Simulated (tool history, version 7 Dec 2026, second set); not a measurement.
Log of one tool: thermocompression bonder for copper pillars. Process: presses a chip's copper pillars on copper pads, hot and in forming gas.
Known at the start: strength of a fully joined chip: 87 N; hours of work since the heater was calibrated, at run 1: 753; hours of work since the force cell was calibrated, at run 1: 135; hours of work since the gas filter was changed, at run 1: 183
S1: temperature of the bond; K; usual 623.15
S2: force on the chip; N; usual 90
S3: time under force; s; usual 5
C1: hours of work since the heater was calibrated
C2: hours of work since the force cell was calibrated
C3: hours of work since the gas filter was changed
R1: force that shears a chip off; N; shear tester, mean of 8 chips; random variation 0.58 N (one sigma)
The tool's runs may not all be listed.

Run 1, hour 0.0: usual settings; C1 753; C2 135; C3 183. Result: R1 30.6 N.
Run 2, hour 14.5: usual settings; C1 762; C2 144; C3 192. Result: R1 31.1 N.
Run 3, hour 23.2: usual settings; C1 767; C2 149; C3 197. Result: R1 30.4 N.
Run 4, hour 37.8: usual settings; C1 776; C2 158; C3 206. Result: R1 31.8 N.
Run 5, hour 52.5: usual settings; C1 785; C2 167; C3 215. Result: R1 30.9 N.
Run 6, hour 64.2: usual settings; C1 792; C2 174; C3 222. Result: R1 31.1 N.
Run 7, hour 76.3: usual settings; C1 799; C2 182; C3 229. Result: R1 30.4 N.
Run 8, hour 88.3: usual settings; C1 807; C2 189; C3 236. Result: R1 31.3 N.
Run 9, hour 94.6: usual settings; C1 810; C2 193; C3 240. Result: R1 31.1 N.
Run 10, hour 106.3: usual settings; C1 818; C2 200; C3 247. Result: R1 31.4 N.
Run 11, hour 115.1: usual settings; C1 823; C2 205; C3 253. Result: R1 30.5 N.
Run 12, hour 126.7: usual settings; C1 830; C2 212; C3 260. Result: R1 30.9 N.
Run 13, hour 140.1: usual settings; C1 838; C2 220; C3 268. Result: R1 30.9 N.
Run 14, hour 148.6: usual settings but S3 8 s; C1 843; C2 225; C3 273. Result: R1 36.7 N.
Run 15, hour 162.7: usual settings but S3 8 s; C1 852; C2 234; C3 282. Result: R1 37.6 N.
Run 16, hour 171.4: usual settings; C1 857; C2 239; C3 287. Result: R1 31.5 N.
Run 17, hour 180.4: usual settings but S3 12 s; C1 863; C2 245; C3 292. Result: R1 42.7 N.
Run 18, hour 188.4: usual settings; C1 867; C2 250; C3 297. Result: R1 30.6 N.
Run 19, hour 197.2: usual settings; C1 873; C2 255; C3 302. Result: R1 29.3 N.
Run 20, hour 211.3: usual settings; C1 881; C2 263; C3 311. Result: R1 30.7 N.
Run 21, hour 219.2: usual settings; C1 886; C2 268; C3 316. Result: R1 30.6 N.
Run 22, hour 227.4: usual settings but S1 652.15 K, S2 111 N; C1 891; C2 273; C3 321. Result: R1 45.3 N.
Run 23, hour 235.4: usual settings but S1 652.15 K, S2 111 N; C1 896; C2 278; C3 326. Result: R1 47.2 N.
Run 24, hour 246.8: usual settings but S1 642.15 K, S2 88 N; C1 903; C2 285; C3 333. Result: R1 36.6 N.
Run 25, hour 254.5: usual settings but S1 617.15 K, S2 64 N, S3 4 s; C1 908; C2 290; C3 337. Result: R1 21.1 N.
Run 26, hour 262.5: usual settings but S2 71 N; C1 912; C2 295; C3 342. Result: R1 27.2 N.
Run 27, hour 272.8: usual settings but S1 606.15 K, S3 6 s; C1 919; C2 301; C3 348. Result: R1 28.3 N.
Run 28, hour 284.2: usual settings but S2 103 N; C1 926; C2 308; C3 355. Result: R1 32.6 N.
Run 29, hour 294.8: usual settings but S2 103 N; C1 932; C2 314; C3 362. Result: R1 32.7 N.
Run 30, hour 308.9: usual settings but S1 641.15 K, S3 7 s; C1 941; C2 323; C3 370. Result: R1 41.7 N.
Run 31, hour 322.0: usual settings but S1 641.15 K, S3 7 s; C1 949; C2 331; C3 378. Result: R1 42.0 N.
Run 32, hour 330.2: usual settings but S1 604.15 K, S2 105 N; C1 953; C2 336; C3 383. Result: R1 28.1 N.
Run 33, hour 345.3: usual settings but S1 603.15 K, S2 66 N, S3 6 s; C1 963; C2 345; C3 392. Result: R1 21.9 N.
Run 34, hour 360.5: usual settings but S1 637.15 K, S2 86 N, S3 4 s; C1 972; C2 354; C3 402. Result: R1 31.6 N.
Run 35, hour 368.6: usual settings but S1 642.15 K, S2 72 N; C1 977; C2 359; C3 407. Result: R1 32.6 N.
Run 36, hour 380.9: usual settings but S1 642.15 K, S2 72 N; C1 984; C2 366; C3 414. Result: R1 33.7 N.
Run 37, hour 392.7: usual settings but S1 642.15 K, S2 72 N; C1 991; C2 374; C3 421. Result: R1 32.4 N.
At hour 395.2: forming gas filter changed.
Run 38, hour 403.5: usual settings but S1 612.15 K, S2 61 N; C1 998; C2 380; C3 5. Result: R1 21.2 N.
Run 39, hour 412.5: usual settings but S1 614.15 K, S2 61 N; C1 1003; C2 385; C3 10. Result: R1 22.4 N.

Hidden state at the last listed run before each entry between runs and at the first one after, where it differs:
Between runs 37 and 38: forming gas filter changed (hour 395.2)
  oxide that the forming gas leaves, % of the face: 0.72 -> 0.51

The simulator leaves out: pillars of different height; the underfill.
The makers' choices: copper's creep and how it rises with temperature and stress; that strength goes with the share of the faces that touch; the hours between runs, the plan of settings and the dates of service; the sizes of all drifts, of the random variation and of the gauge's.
